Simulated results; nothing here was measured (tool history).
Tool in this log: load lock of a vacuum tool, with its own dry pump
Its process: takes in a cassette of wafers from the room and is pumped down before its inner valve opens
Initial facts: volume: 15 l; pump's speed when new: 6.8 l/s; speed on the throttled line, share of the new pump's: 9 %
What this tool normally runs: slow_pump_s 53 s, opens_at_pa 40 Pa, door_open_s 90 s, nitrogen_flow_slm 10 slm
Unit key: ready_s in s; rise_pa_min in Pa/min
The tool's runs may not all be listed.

run	hour	slow_pump_s	opens_at_pa	door_open_s	nitrogen_flow_slm	incoming humidity of the room's air, %	ready_s	rise_pa_min
1	0	53	40	90	10	40.3	65.7	0.122
2	268.5	53	40	90	10	43.1	65.7	0.12
3	437	53	40	90	10	47.6	65.9	0.14
4	703	53	40	90	10	46.2	65.4	0.137
5	852.5	53	40	90	10	40.2	65.4	0.126
6	1065.4	53	40	90	10	46.8	66	0.151
7	1186.2	53	40	90	10	41.4	66	0.141
8	1320.3	53	40	90	10	44.5	65.7	0.148
9	1586.9	53	40	90	10	46.7	66	0.156
10	1733.6	53	40	90	10	42.3	66	0.145
11	1844.4	53	40	90	10	46.4	65.9	0.158
12	2056.4	53	40	90	10	41.9	65.4	0.152
13	2218.8	53	40	90	10	43.7	65.9	0.158
14	2482.6	53	40	90	10	46.7	66.3	0.17
15	2658.8	53	40	94	10	43.6	66.3	0.162
16	2925.3	53	40	94	12	47	65.9	0.165
17	3144.7	53	40	90	10	42.9	66.8	0.168
18	3288.8	30	58	97	8	44.2	44.4	0.19
19	3454.1	66	39	99	10	46.7	78	0.186
20	3669.8	53	76	32	10	40.9	64.8	0.13
21	3940.8	106	35	73	10	46.1	114.6	0.175
22	4066.1	106	35	73	10	45.2	115	0.174
23	4337.6	106	35	73	10	48	114	0.188
24	4447.8	106	35	46	10	43.6	114.5	0.156
25	4578.7	106	35	30	10	41.5	114	0.144
26	4742.2	53	40	30	32	45.7	66.5	0.137
27	4919.7	53	40	30	32	45.9	66.2	0.138
28	5089.8	53	40	30	32	46.6	67.1	0.149
29	5255.6	53	75	30	32	42.2	64.7	0.147
30	5400.2	53	40	233	4	45.5	66.9	0.354
31	5578	63	40	90	23	41.7	75.8	0.194
32	5778.2	53	50	127	10	46.9	66.5	0.258
33	6047.7	53	50	127	10	45.9	66.5	0.26

5 options for the next run, each taken on its own from the tool as it stands now. Forecast them:
A	6213	79	64	90	14	45.9	?	?
B	6213	53	47	127	10	44.7	?	?
C	6213	53	40	208	10	48.6	?	?
D	6213	70	50	127	10	44.7	?	?
E	6213	53	62	102	10	44.4	?	?

run	ready_s	rise_pa_min
A	88.6	0.229
B	66.3	0.266
C	66.5	0.34
D	81.1	0.267
E	65.8	0.244
Take away the tool's hidden state, keep each run's random variation, and the runs would have read:
run	ready_s	rise_pa_min
A	87.8	0.09
B	65.1	0.128
C	65.3	0.2
D	80.1	0.129
E	64.7	0.105
